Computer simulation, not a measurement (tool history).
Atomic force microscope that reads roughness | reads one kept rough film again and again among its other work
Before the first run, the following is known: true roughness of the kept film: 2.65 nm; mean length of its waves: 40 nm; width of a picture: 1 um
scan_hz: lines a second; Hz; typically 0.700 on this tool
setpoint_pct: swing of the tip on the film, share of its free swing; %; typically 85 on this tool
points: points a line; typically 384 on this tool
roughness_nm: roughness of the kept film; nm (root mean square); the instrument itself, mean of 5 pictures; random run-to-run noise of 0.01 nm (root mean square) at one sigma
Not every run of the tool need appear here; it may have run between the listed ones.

| run | hour | scan_hz | setpoint_pct | points | roughness_nm |
|---|---|---|---|---|---|
| 1 | 0.0 | 0.700 | 85 | 384 | 2.250 |
| 2 | 15.2 | 0.700 | 85 | 384 | 2.222 |
| 3 | 25.8 | 0.700 | 85 | 384 | 2.205 |
| 4 | 37.5 | 0.700 | 85 | 384 | 2.188 |
| 5 | 46.3 | 3.074 | 85 | 384 | 1.805 |
| 6 | 56.6 | 3.074 | 85 | 384 | 1.789 |
| 7 | 70.0 | 3.074 | 85 | 384 | 1.758 |
| 8 | 80.7 | 3.207 | 85 | 384 | 1.726 |
| 9 | 95.6 | 3.207 | 85 | 384 | 1.716 |
|  | 104.9 | new tip fitted |
| 10 | 111.2 | 3.207 | 85 | 384 | 1.942 |
| 11 | 123.0 | 0.700 | 85 | 869 | 2.345 |
| 12 | 139.6 | 0.700 | 85 | 869 | 2.308 |
| 13 | 156.1 | 0.700 | 85 | 869 | 2.279 |
| 14 | 172.2 | 2.724 | 85 | 384 | 1.901 |
| 15 | 188.5 | 2.724 | 85 | 615 | 1.887 |
| 16 | 197.3 | 2.724 | 85 | 615 | 1.877 |
| 17 | 211.0 | 2.724 | 85 | 615 | 1.848 |
| 18 | 220.2 | 2.996 | 85 | 615 | 1.795 |
| 19 | 237.7 | 2.996 | 85 | 615 | 1.763 |
| 20 | 257.4 | 2.996 | 85 | 615 | 1.743 |
|  | 274.6 | new tip fitted |
| 21 | 276.6 | 2.287 | 59 | 615 | 2.417 |
| 22 | 295.8 | 2.287 | 59 | 615 | 2.379 |
| 23 | 309.3 | 1.183 | 69 | 865 | 2.315 |
| 24 | 320.9 | 1.183 | 69 | 865 | 2.313 |
| 25 | 337.3 | 1.183 | 69 | 865 | 2.290 |
| 26 | 357.5 | 1.843 | 85 | 384 | 2.009 |
| 27 | 370.8 | 0.885 | 85 | 384 | 2.141 |
| 28 | 386.8 | 1.477 | 59 | 705 | 2.235 |
| 29 | 396.3 | 2.470 | 74 | 705 | 2.008 |
| 30 | 404.4 | 2.470 | 74 | 378 | 1.987 |
| 31 | 422.5 | 1.859 | 65 | 589 | 2.099 |
| 32 | 435.6 | 1.859 | 65 | 589 | 2.075 |
|  | 443.2 | new tip fitted |
| 33 | 447.4 | 1.495 | 65 | 975 | 2.402 |
| 34 | 460.9 | 3.662 | 57 | 305 | 2.310 |
| 35 | 477.8 | 3.662 | 57 | 305 | 2.292 |
| 36 | 489.9 | 3.662 | 69 | 305 | 2.119 |
| 37 | 502.1 | 1.054 | 78 | 353 | 2.244 |
| 38 | 516.3 | 1.937 | 78 | 672 | 2.114 |

Expected results for the next run?
| 39 | 530.0 | 1.937 | 78 | 672 | ? |

roughness_nm: 2.071 nm (root mean square)
The same run, on a tool lacking any hidden state, would have yielded roughness_nm 2.238 nm (root mean square).
